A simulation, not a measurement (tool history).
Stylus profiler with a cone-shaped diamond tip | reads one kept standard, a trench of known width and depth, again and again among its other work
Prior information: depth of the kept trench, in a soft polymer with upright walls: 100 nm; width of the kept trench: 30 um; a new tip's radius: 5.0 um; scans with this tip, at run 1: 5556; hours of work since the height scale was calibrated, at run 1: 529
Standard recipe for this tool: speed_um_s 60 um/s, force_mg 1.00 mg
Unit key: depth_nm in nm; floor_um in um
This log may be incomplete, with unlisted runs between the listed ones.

| run | day | speed_um_s | force_mg | scans with this tip | hours of work since the height scale was calibrated | depth_nm | floor_um |
|---|---|---|---|---|---|---|---|
| 1 | 0.000 | 60 | 1.00 | 5556 | 529 | 100.53 | 27.34 |
| 2 | 2.050 | 60 | 1.00 | 5915 | 563 | 100.58 | 27.28 |
| 3 | 4.600 | 60 | 1.00 | 6362 | 606 | 100.58 | 27.26 |
| 4 | 7.350 | 60 | 1.00 | 6844 | 651 | 100.55 | 27.25 |
| 5 | 9.371 | 60 | 2.56 | 7198 | 685 | 100.85 | 27.40 |
| 6 | 10.575 | 60 | 2.56 | 7409 | 705 | 100.92 | 27.36 |
| 7 | 12.271 | 60 | 2.56 | 7707 | 734 | 100.94 | 27.39 |
| 8 | 13.729 | 60 | 2.56 | 7963 | 758 | 100.97 | 27.33 |
| 9 | 16.358 | 60 | 1.00 | 8423 | 802 | 100.65 | 27.13 |
| 10 | 17.654 | 60 | 0.44 | 8650 | 823 | 100.52 | 26.92 |
| 11 | 19.267 | 60 | 0.70 | 8933 | 850 | 100.54 | 27.04 |
| 12 | 21.221 | 60 | 0.70 | 9276 | 883 | 100.59 | 27.04 |
| 13 | 23.596 | 60 | 0.70 | 9692 | 922 | 100.61 | 27.05 |
| 14 | 24.867 | 60 | 1.00 | 9914 | 944 | 100.68 | 27.08 |
| 15 | 26.117 | 60 | 1.00 | 10134 | 965 | 100.65 | 27.03 |
| 16 | 27.692 | 60 | 1.00 | 10410 | 991 | 100.66 | 27.07 |
| 17 | 29.096 | 60 | 1.00 | 10656 | 1014 | 100.70 | 27.00 |
| 18 | 31.546 | 60 | 1.00 | 11086 | 1055 | 100.66 | 27.02 |
| 19 | 33.842 | 60 | 1.00 | 11488 | 1093 | 100.72 | 27.03 |
| 20 | 35.667 | 60 | 1.00 | 11808 | 1124 | 100.73 | 26.97 |
| 21 | 37.017 | 30 | 1.00 | 12045 | 1146 | 100.76 | 27.14 |
| 22 | 39.454 | 30 | 1.00 | 12472 | 1187 | 100.75 | 27.20 |
| 23 | 41.354 | 30 | 1.00 | 12805 | 1219 | 100.76 | 27.19 |
| 24 | 43.462 | 35 | 1.00 | 13174 | 1254 | 100.76 | 27.15 |
| 25 | 45.242 | 54 | 1.33 | 13486 | 1284 | 100.85 | 27.01 |
| 26 | 47.192 | 101 | 0.51 | 13828 | 1316 | 100.64 | 26.30 |
| 27 | 49.875 | 142 | 1.97 | 14298 | 1361 | 100.97 | 26.60 |
| 28 | 51.604 | 174 | 1.94 | 14601 | 1390 | 100.97 | 26.42 |
| 29 | 53.917 | 94 | 1.74 | 15007 | 1428 | 100.96 | 26.78 |
| 30 | 56.317 | 71 | 1.20 | 15428 | 1468 | 100.88 | 26.76 |
| 31 | 58.058 | 60 | 2.59 | 15733 | 1497 | 101.18 | 26.94 |
| 32 | 60.771 | 60 | 2.59 | 16209 | 1543 | 101.16 | 26.93 |
| 33 | 63.612 | 60 | 2.59 | 16707 | 1590 | 101.21 | 26.95 |
| 34 | 65.854 | 60 | 2.59 | 17099 | 1628 | 101.22 | 26.90 |
| 35 | 67.154 | 205 | 0.41 | 17327 | 1649 | 100.68 | 24.88 |
| 36 | 69.033 | 205 | 0.41 | 17657 | 1681 | 100.75 | 24.94 |
| 37 | 70.479 | 90 | 0.40 | 17911 | 1705 | 100.73 | 26.09 |
| 38 | 71.921 | 186 | 0.48 | 18163 | 1729 | 100.77 | 25.19 |
| 39 | 74.504 | 192 | 1.62 | 18616 | 1772 | 101.08 | 26.07 |
| 40 | 77.296 | 192 | 1.62 | 19106 | 1818 | 101.06 | 26.05 |
| 41 | 78.775 | 192 | 1.62 | 19365 | 1843 | 101.07 | 26.01 |
|  | 79.829 | height scale calibrated on a step standard |
| 42 | 81.483 | 22 | 1.96 | 19836 | 28 | 100.60 | 26.95 |
| 43 | 82.862 | 32 | 0.37 | 20077 | 51 | 100.23 | 26.64 |
| 44 | 85.204 | 219 | 0.59 | 20488 | 90 | 100.31 | 24.99 |
| 45 | 86.696 | 219 | 0.59 | 20749 | 115 | 100.29 | 25.04 |
| 46 | 88.725 | 49 | 0.34 | 21105 | 148 | 100.20 | 26.46 |

Measured minus without-hidden-state, run by run (identical run-to-run variation in each term; gauge scatter may differ):
The hidden state here: radius of the tip, um; height scale over the true one, %; drift of the gauge itself on depth_nm, %; drift of the gauge itself on floor_um, %.
| run | depth_nm | floor_um |
|---|---|---|
| 1 | +0.18 | -0.27 |
| 2 | +0.19 | -0.28 |
| 3 | +0.20 | -0.30 |
| 4 | +0.22 | -0.33 |
| 5 | +0.23 | -0.35 |
| 6 | +0.24 | -0.36 |
| 7 | +0.25 | -0.38 |
| 8 | +0.26 | -0.39 |
| 9 | +0.27 | -0.42 |
| 10 | +0.27 | -0.42 |
| 11 | +0.28 | -0.44 |
| 12 | +0.29 | -0.46 |
| 13 | +0.30 | -0.48 |
| 14 | +0.31 | -0.49 |
| 15 | +0.31 | -0.50 |
| 16 | +0.32 | -0.51 |
| 17 | +0.33 | -0.52 |
| 18 | +0.34 | -0.55 |
| 19 | +0.36 | -0.57 |
| 20 | +0.36 | -0.57 |
| 21 | +0.36 | -0.59 |
| 22 | +0.38 | -0.61 |
| 23 | +0.39 | -0.62 |
| 24 | +0.40 | -0.65 |
| 25 | +0.41 | -0.65 |
| 26 | +0.41 | -0.67 |
| 27 | +0.43 | -0.70 |
| 28 | +0.44 | -0.71 |
| 29 | +0.45 | -0.73 |
| 30 | +0.46 | -0.75 |
| 31 | +0.47 | -0.76 |
| 32 | +0.49 | -0.78 |
| 33 | +0.50 | -0.80 |
| 34 | +0.51 | -0.82 |
| 35 | +0.52 | -0.83 |
| 36 | +0.53 | -0.85 |
| 37 | +0.53 | -0.86 |
| 38 | +0.55 | -0.86 |
| 39 | +0.56 | -0.88 |
| 40 | +0.57 | -0.91 |
| 41 | +0.57 | -0.92 |
| 42 | +0.01 | -0.94 |
| 43 | +0.01 | -0.94 |
| 44 | +0.03 | -0.97 |
| 45 | +0.04 | -0.97 |
| 46 | +0.04 | -0.99 |
